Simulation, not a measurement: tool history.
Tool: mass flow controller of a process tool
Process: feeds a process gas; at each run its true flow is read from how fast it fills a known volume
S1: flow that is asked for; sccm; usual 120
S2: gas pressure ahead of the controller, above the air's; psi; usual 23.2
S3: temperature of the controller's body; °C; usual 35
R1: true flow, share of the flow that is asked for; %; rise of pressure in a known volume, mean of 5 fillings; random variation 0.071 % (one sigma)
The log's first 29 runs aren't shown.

| run | hour | S1 | S2 | S3 | R1 |
|---|---|---|---|---|---|
| 30 | 1805.9 | 21 | 23.2 | 27 | 96.7 |
| 31 | 1873.8 | 21 | 21.2 | 31 | 96.81 |
| 32 | 1924.5 | 183 | 35.1 | 31 | 98.87 |
| 33 | 1972.9 | 183 | 35.1 | 31 | 98.93 |
| 34 | 2032 | 120 | 22 | 35 | 97.81 |
| 35 | 2121.6 | 70 | 22.6 | 22 | 96.36 |
| 36 | 2203.3 | 195 | 35.7 | 27 | 98.75 |
| 37 | 2264.6 | 195 | 35.7 | 27 | 98.74 |
| 38 | 2341.2 | 195 | 35.7 | 27 | 98.77 |
| 39 | 2383.6 | 165 | 23.2 | 35 | 98.35 |
| 40 | 2433.4 | 185 | 23.2 | 25 | 97.87 |

The next listed run, before its measurement:
| 41 | 2489.2 | 120 | 23.2 | 26 | ? |

R1: 97.24 %
Without the tool's hidden state the same run would have given R1 98.9 %.

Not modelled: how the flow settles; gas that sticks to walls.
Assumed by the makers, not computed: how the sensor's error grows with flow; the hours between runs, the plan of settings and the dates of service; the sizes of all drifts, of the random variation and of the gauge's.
